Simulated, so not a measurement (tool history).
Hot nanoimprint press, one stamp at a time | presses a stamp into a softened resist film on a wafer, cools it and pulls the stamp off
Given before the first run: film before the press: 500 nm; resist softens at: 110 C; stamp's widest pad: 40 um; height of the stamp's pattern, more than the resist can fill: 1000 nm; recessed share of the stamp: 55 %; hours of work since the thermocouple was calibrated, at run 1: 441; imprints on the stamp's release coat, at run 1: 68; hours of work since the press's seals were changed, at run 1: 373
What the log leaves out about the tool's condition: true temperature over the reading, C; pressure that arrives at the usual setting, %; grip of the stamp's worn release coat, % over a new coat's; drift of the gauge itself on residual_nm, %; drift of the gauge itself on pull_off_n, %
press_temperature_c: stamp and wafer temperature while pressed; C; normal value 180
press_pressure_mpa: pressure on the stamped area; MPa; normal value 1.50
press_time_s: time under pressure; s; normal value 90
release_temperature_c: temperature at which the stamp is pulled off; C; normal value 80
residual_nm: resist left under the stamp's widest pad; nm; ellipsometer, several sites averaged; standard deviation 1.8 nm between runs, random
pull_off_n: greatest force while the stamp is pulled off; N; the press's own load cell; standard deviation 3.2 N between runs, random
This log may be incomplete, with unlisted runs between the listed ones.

| run | hour | press_temperature_c | press_pressure_mpa | press_time_s | release_temperature_c | hours of work since the thermocouple was calibrated | imprints on the stamp's release coat | hours of work since the press's seals were changed | residual_nm | pull_off_n |
|---|---|---|---|---|---|---|---|---|---|---|
| 1 | 0.0 | 180 | 1.50 | 90 | 80 | 441 | 68 | 373 | 312.0 | 157 |
| 2 | 18.5 | 181 | 1.50 | 90 | 80 | 449 | 126 | 381 | 304.3 | 161 |
| 3 | 39.3 | 180 | 1.50 | 90 | 80 | 459 | 192 | 390 | 312.6 | 161 |
|  | 47.9 | plate thermocouple calibrated |
| 4 | 53.3 | 180 | 1.50 | 90 | 80 | 2 | 228 | 395 | 298.7 | 156 |
| 5 | 73.8 | 180 | 1.50 | 90 | 80 | 12 | 293 | 405 | 300.0 | 160 |
| 6 | 96.9 | 180 | 1.50 | 90 | 80 | 22 | 366 | 415 | 298.7 | 164 |
| 7 | 118.6 | 180 | 1.50 | 90 | 80 | 32 | 435 | 425 | 297.5 | 163 |
| 8 | 130.4 | 180 | 1.50 | 90 | 80 | 37 | 473 | 430 | 300.2 | 163 |
| 9 | 152.1 | 180 | 1.50 | 90 | 80 | 47 | 542 | 440 | 303.0 | 165 |
| 10 | 165.0 | 180 | 1.50 | 90 | 75 | 53 | 583 | 446 | 302.4 | 182 |
| 11 | 177.7 | 180 | 1.50 | 90 | 75 | 58 | 623 | 451 | 299.7 | 186 |
| 12 | 191.5 | 180 | 1.50 | 90 | 75 | 65 | 667 | 458 | 300.9 | 182 |
| 13 | 214.9 | 180 | 1.50 | 90 | 75 | 75 | 742 | 468 | 303.7 | 183 |
| 14 | 227.8 | 180 | 1.50 | 90 | 80 | 81 | 783 | 474 | 301.3 | 166 |
| 15 | 246.9 | 180 | 1.50 | 90 | 75 | 90 | 844 | 482 | 299.7 | 188 |
| 16 | 263.5 | 180 | 1.20 | 90 | 86 | 97 | 896 | 490 | 331.3 | 153 |
| 17 | 282.6 | 180 | 1.20 | 90 | 86 | 106 | 957 | 499 | 333.9 | 151 |
| 18 | 295.9 | 180 | 1.20 | 90 | 86 | 112 | 1000 | 504 | 327.9 | 154 |
| 19 | 313.2 | 169 | 1.20 | 90 | 84 | 119 | 1054 | 512 | 427.8 | 158 |
| 20 | 332.9 | 168 | 0.91 | 84 | 80 | 128 | 1117 | 521 | 463.4 | 171 |
| 21 | 354.0 | 183 | 0.95 | 107 | 87 | 138 | 1184 | 531 | 321.2 | 151 |
| 22 | 363.6 | 175 | 1.12 | 90 | 80 | 142 | 1215 | 535 | 386.6 | 173 |
| 23 | 383.0 | 171 | 1.84 | 157 | 72 | 151 | 1277 | 544 | 325.4 | 205 |
| 24 | 394.9 | 169 | 1.75 | 163 | 80 | 156 | 1314 | 549 | 353.6 | 173 |
| 25 | 411.2 | 169 | 1.75 | 163 | 80 | 163 | 1366 | 556 | 347.4 | 177 |
| 26 | 432.3 | 191 | 1.50 | 49 | 80 | 173 | 1434 | 566 | 263.5 | 176 |
| 27 | 442.1 | 191 | 1.50 | 49 | 80 | 177 | 1465 | 570 | 258.3 | 184 |
| 28 | 456.4 | 187 | 1.89 | 90 | 87 | 184 | 1510 | 577 | 213.8 | 156 |
| 29 | 469.9 | 180 | 1.43 | 56 | 75 | 190 | 1553 | 583 | 352.8 | 200 |

Predict each of these 3 candidate next runs independently; none follows another, all start after run 29:
|  | 477.4 | stamp cleaned and given a new release coat |
| A | 495.0 | 180 | 1.50 | 90 | 87 | 198 | 56 | 591 | ? | ? |
|  | 477.4 | stamp cleaned and given a new release coat |
| B | 495.0 | 180 | 1.41 | 90 | 74 | 198 | 56 | 591 | ? | ? |
|  | 477.4 | stamp cleaned and given a new release coat |
| C | 495.0 | 183 | 1.64 | 46 | 80 | 198 | 56 | 591 | ? | ? |

| run | residual_nm | pull_off_n |
|---|---|---|
| A | 303.0 | 139 |
| B | 314.2 | 171 |
| C | 321.3 | 157 |
Without the tool's hidden state the same runs would have given:
| run | residual_nm | pull_off_n |
|---|---|---|
| A | 292.7 | 136 |
| B | 304.0 | 169 |
| C | 310.9 | 154 |
